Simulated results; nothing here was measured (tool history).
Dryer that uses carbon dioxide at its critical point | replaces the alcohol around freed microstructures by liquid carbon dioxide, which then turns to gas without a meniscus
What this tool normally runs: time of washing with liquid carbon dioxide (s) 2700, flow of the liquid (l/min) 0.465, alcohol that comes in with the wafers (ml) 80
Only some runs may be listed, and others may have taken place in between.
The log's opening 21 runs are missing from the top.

run   hour  time of washing with liquid carbon dioxide (s)  flow of the liquid (l/min)  alcohol that comes in with the wafers (ml)  alcohol left in the vessel before it's heated (ppm by volume)
 22  257.9                                            2100                       0.465                                          80                                                           1008
 23  273.0                                            2100                       0.465                                          80                                                           1022
 24  283.7                                            2700                       0.465                                          80                                                            547
 25  297.5                                            4260                       0.438                                          80                                                            283
 26  311.1                                            2580                       0.353                                          80                                                           1289
 27  324.4                                            2580                       0.353                                          80                                                           1272
 28  340.9                                            1980                       0.536                                          63                                                            736
 29  356.3                                            3720                       0.479                                          62                                                            309
 30  367.6                                            2220                       0.381                                          60                                                           1252

What will run 31 give?
 31  381.7                                            2220                       0.381                                          60                                                              ?

alcohol left in the vessel before it's heated (ppm by volume): 1285
The same run, on a tool lacking any hidden state, would have yielded alcohol left in the vessel before it's heated (ppm by volume) 832.
